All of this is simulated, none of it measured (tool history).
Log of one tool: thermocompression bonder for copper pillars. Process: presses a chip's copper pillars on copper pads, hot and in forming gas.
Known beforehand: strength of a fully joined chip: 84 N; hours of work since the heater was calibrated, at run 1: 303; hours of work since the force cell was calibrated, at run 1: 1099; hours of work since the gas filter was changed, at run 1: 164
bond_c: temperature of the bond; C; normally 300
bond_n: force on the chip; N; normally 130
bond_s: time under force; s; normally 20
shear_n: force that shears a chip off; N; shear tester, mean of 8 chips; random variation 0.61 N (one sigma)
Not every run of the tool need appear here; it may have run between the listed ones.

run    hour  bond_c  bond_n  bond_s  hours of work since the heater was calibrated  hours of work since the force cell was calibrated  hours of work since the gas filter was changed  shear_n
  1     0.0     300     130      20                                            303                                               1099                                             164     44.6
  2    63.6     300     130      20                                            332                                               1128                                             193     45.0
  3   101.5     300     130      20                                            349                                               1145                                             210     44.7
  4   158.1     300     130      20                                            375                                               1171                                             236     45.0
  5   206.1     300     130      20                                            397                                               1193                                             258     43.4
  6   239.7     300     130      20                                            412                                               1208                                             273     44.7
  7   283.0     300     110      20                                            432                                               1228                                             293     39.6
  8   319.4     312     130      20                                            449                                               1245                                             310     49.5
  9   361.4     300     130      20                                            468                                               1264                                             329     46.0
 10   424.6     300     130      20                                            497                                               1293                                             358     45.3
      430.4  -- forming gas filter changed
 11   479.0     300     130      20                                            521                                               1317                                              22     47.0
 12   539.5     300     130      20                                            549                                               1345                                              50     49.3
 13   598.0     310     130      20                                            576                                               1372                                              76     52.8
      631.6  -- heater calibrated with a thermocouple chip
 14   654.6     300     130      20                                             10                                               1396                                             101     42.8
 15   710.5     300     130      20                                             36                                               1422                                             127     43.1
 16   770.4     300     130      20                                             63                                               1449                                             154     43.7
 17   827.7     300     130      20                                             89                                               1475                                             180     43.8
 18   880.3     300     130      20                                            113                                               1499                                             204     44.0
 19   939.8     300     130      20                                            141                                               1527                                             232     43.4
 20   982.4     300     130      20                                            160                                               1546                                             251     42.9
 21  1010.3     300     111      20                                            173                                               1559                                             264     39.2
 22  1073.3     300     158      20                                            202                                               1588                                             292     49.5
 23  1112.6     281      91      20                                            219                                               1605                                             310     27.8
 24  1140.2     281      91      20                                            232                                               1618                                             323     27.6
     1178.9  -- force cell calibrated
 25  1201.8     326     161      11                                            259                                                 10                                             350     49.4
     1223.3  -- forming gas filter changed
 26  1237.3     326     161      11                                            275                                                 26                                               6     51.6
 27  1292.2     326     100      14                                            301                                                 51                                              31     42.1
 28  1342.3     317     100      11                                            323                                                 74                                              54     35.3
 29  1375.0     283     100      36                                            338                                                 89                                              69     36.7
 30  1433.9     295     142      36                                            365                                                116                                              96     55.5
 31  1463.6     295     142      36                                            379                                                130                                             110     53.3
 32  1507.0     300      87      45                                            399                                                149                                             129     44.3
 33  1552.4     300      87      45                                            419                                                170                                             150     43.7
 34  1606.7     300     156      39                                            444                                                195                                             175     59.3
 35  1645.4     300      97      39                                            462                                                213                                             193     45.0
 36  1684.2     286     117      10                                            479                                                230                                             210     26.2
 37  1722.5     302     139      10                                            497                                                248                                             228     37.6
 38  1759.4     315     139      18                                            514                                                265                                             245     51.9
 39  1805.5     275     130      38                                            535                                                286                                             266     43.0

Branching from run 39: 4 alternative next runs. What would each branch give?
  A  1859.2     322      84      46                                            559                                                310                                             290        ?
  B  1859.2     275     130      10                                            559                                                310                                             290        ?
  C  1859.2     275     108      38                                            559                                                310                                             290        ?
  D  1859.2     322     136      13                                            559                                                310                                             290        ?

run  shear_n
  A     52.6
  B     26.2
  C     38.2
  D     47.7
The same runs, with their run-to-run variation unchanged, on a tool lacking any hidden condition would have given:
run  shear_n
  A     50.7
  B     24.0
  C     35.5
  D     45.6

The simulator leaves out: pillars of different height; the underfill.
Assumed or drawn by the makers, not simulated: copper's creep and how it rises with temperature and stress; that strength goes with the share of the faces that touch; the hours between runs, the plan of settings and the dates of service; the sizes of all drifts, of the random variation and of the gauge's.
